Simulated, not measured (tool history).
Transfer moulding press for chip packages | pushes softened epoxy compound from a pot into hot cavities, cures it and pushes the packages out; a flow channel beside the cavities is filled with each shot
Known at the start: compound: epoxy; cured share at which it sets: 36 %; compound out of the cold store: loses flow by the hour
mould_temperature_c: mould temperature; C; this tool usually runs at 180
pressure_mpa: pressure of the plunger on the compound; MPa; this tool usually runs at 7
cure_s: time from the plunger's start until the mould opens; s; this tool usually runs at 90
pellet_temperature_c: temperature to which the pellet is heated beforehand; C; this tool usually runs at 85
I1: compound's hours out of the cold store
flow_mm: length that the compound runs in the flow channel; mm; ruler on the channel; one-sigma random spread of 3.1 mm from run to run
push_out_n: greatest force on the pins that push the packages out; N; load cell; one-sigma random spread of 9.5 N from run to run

run 1 hour=0 | mould_temperature_c=180 pressure_mpa=7 cure_s=90 pellet_temperature_c=85 | I1=12.6 | flow_mm=773 push_out_n=423
-- hour=19 cavities cleaned with cleaning compound and waxed
-- hour=30.4 plunger's sealing rings changed
run 2 hour=37.1 | mould_temperature_c=180 pressure_mpa=7 cure_s=90 pellet_temperature_c=83 | I1=24 | flow_mm=730 push_out_n=427
-- hour=56 cavities cleaned with cleaning compound and waxed
-- hour=87.8 cavities cleaned with cleaning compound and waxed
run 3 hour=102.5 | mould_temperature_c=180 pressure_mpa=7 cure_s=90 pellet_temperature_c=83 | I1=31.1 | flow_mm=699 push_out_n=432
-- hour=122 cavities cleaned with cleaning compound and waxed
-- hour=152.3 cavities cleaned with cleaning compound and waxed
run 4 hour=163.3 | mould_temperature_c=180 pressure_mpa=7 cure_s=90 pellet_temperature_c=83 | I1=35.5 | flow_mm=679 push_out_n=415
-- hour=184.9 cavities cleaned with cleaning compound and waxed
-- hour=218.7 cavities cleaned with cleaning compound and waxed
run 5 hour=240.6 | mould_temperature_c=180 pressure_mpa=7 cure_s=90 pellet_temperature_c=83 | I1=44.8 | flow_mm=651 push_out_n=386
-- hour=251.1 cavities cleaned with cleaning compound and waxed
-- hour=282.2 cavities cleaned with cleaning compound and waxed
run 6 hour=288.9 | mould_temperature_c=180 pressure_mpa=7 cure_s=90 pellet_temperature_c=85 | I1=25.2 | flow_mm=729 push_out_n=406
-- hour=315.4 cavities cleaned with cleaning compound and waxed
-- hour=349 plunger's sealing rings changed
-- hour=350.5 cavities cleaned with cleaning compound and waxed
run 7 hour=357.5 | mould_temperature_c=180 pressure_mpa=7 cure_s=90 pellet_temperature_c=85 | I1=39.4 | flow_mm=671 push_out_n=409
-- hour=365.1 mould's thermocouples calibrated
-- hour=384 cavities cleaned with cleaning compound and waxed
run 8 hour=408.3 | mould_temperature_c=180 pressure_mpa=7 cure_s=129 pellet_temperature_c=85 | I1=42.6 | flow_mm=661 push_out_n=339
-- hour=416 cavities cleaned with cleaning compound and waxed
-- hour=451.3 cavities cleaned with cleaning compound and waxed
-- hour=482.8 cavities cleaned with cleaning compound and waxed
run 9 hour=488.5 | mould_temperature_c=180 pressure_mpa=7 cure_s=90 pellet_temperature_c=84 | I1=34.2 | flow_mm=690 push_out_n=418
-- hour=517.1 cavities cleaned with cleaning compound and waxed
run 10 hour=529.4 | mould_temperature_c=180 pressure_mpa=7 cure_s=90 pellet_temperature_c=84 | I1=29.9 | flow_mm=703 push_out_n=424
-- hour=553.1 cavities cleaned with cleaning compound and waxed
-- hour=584 cavities cleaned with cleaning compound and waxed
run 11 hour=584 | mould_temperature_c=180 pressure_mpa=7 cure_s=108 pellet_temperature_c=85 | I1=15 | flow_mm=767 push_out_n=361

Run 12, settings as shown, results not yet in. Your forecast:
-- hour=616 cavities cleaned with cleaning compound and waxed
-- hour=648.7 cavities cleaned with cleaning compound and waxed
run 12 hour=664.2 | mould_temperature_c=180 pressure_mpa=7 cure_s=108 pellet_temperature_c=85 | I1=9.3 | flow_mm=? push_out_n=?

{"run 12": {"flow_mm": 791, "push_out_n": 339}}
Were there no unlogged condition in the tool, this run, its random variation unchanged, would have produced flow_mm 792 mm, push_out_n 337 N.

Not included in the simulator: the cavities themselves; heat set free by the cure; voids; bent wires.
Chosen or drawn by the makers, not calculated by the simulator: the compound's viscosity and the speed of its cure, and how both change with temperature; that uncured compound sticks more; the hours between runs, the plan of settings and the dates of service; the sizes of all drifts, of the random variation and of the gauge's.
